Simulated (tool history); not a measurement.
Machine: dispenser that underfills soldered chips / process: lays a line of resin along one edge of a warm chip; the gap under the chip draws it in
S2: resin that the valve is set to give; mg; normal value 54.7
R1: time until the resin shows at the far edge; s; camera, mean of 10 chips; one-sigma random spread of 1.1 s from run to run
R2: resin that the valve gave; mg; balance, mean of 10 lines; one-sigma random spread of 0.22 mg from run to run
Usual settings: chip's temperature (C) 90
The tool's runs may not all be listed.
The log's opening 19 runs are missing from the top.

{"run": 20, "hour": 98.5, "chip's temperature (C)": 76, "S2": 59.7, "R1": 222, "R2": 57.01}
{"run": 21, "hour": 103.9, "chip's temperature (C)": 81, "S2": 70.5, "R1": 212.4, "R2": 67.58}
{"hour": 106.8, "done": "new syringe of resin"}
{"run": 22, "hour": 108.7, "chip's temperature (C)": 85, "S2": 61.9, "R1": 127.8, "R2": 59.4}
{"run": 23, "hour": 113.7, "chip's temperature (C)": 85, "S2": 61.9, "R1": 154.6, "R2": 59.28}
{"run": 24, "hour": 120.1, "chip's temperature (C)": 85, "S2": 61.9, "R1": 189.2, "R2": 59.29}
{"hour": 120.9, "done": "new syringe of resin"}
{"run": 25, "hour": 124.5, "chip's temperature (C)": 85, "S2": 47.2, "R1": 142.2, "R2": 45.12}
{"run": 26, "hour": 127.8, "chip's temperature (C)": 92, "S2": 59.7, "R1": 114, "R2": 56.98}
{"run": 27, "hour": 134.4, "chip's temperature (C)": 80, "S2": 68.1, "R1": 236.8, "R2": 64.51}
{"hour": 135.2, "done": "new syringe of resin"}
{"run": 28, "hour": 139.1, "chip's temperature (C)": 84, "S2": 51.4, "R1": 150.3, "R2": 48.95}
{"run": 29, "hour": 144.1, "chip's temperature (C)": 77, "S2": 48.5, "R1": 240.2, "R2": 45.89}
{"run": 30, "hour": 147.7, "chip's temperature (C)": 90, "S2": 55.3, "R1": 151.1, "R2": 52.37}
{"hour": 149.4, "done": "new syringe of resin"}
{"run": 31, "hour": 154.4, "chip's temperature (C)": 98, "S2": 51.5, "R1": 87.6, "R2": 48.77}

Consider 5 possible next runs. They are alternatives, not a sequence: every one starts from the tool as it was left by run 31. What does each give?
{"run": "A", "hour": 157.6, "chip's temperature (C)": 91, "S2": 51.6, "R1": "?", "R2": "?"}
{"run": "B", "hour": 157.6, "chip's temperature (C)": 103, "S2": 54.7, "R1": "?", "R2": "?"}
{"run": "C", "hour": 157.6, "chip's temperature (C)": 98, "S2": 67.3, "R1": "?", "R2": "?"}
{"run": "D", "hour": 157.6, "chip's temperature (C)": 102, "S2": 54.3, "R1": "?", "R2": "?"}
{"run": "E", "hour": 157.6, "chip's temperature (C)": 103, "S2": 51.5, "R1": "?", "R2": "?"}

run=A R1=126.1 R2=48.88
run=B R1=76.9 R2=51.74
run=C R1=91.6 R2=63.54
run=D R1=80.2 R2=51.24
run=E R1=78.3 R2=49.11
Without the tool's hidden state the same runs would have given:
run=A R1=96.3 R2=51.74
run=B R1=58.7 R2=54.76
run=C R1=70.5 R2=67.25
run=D R1=61.3 R2=54.24
run=E R1=59.9 R2=51.98

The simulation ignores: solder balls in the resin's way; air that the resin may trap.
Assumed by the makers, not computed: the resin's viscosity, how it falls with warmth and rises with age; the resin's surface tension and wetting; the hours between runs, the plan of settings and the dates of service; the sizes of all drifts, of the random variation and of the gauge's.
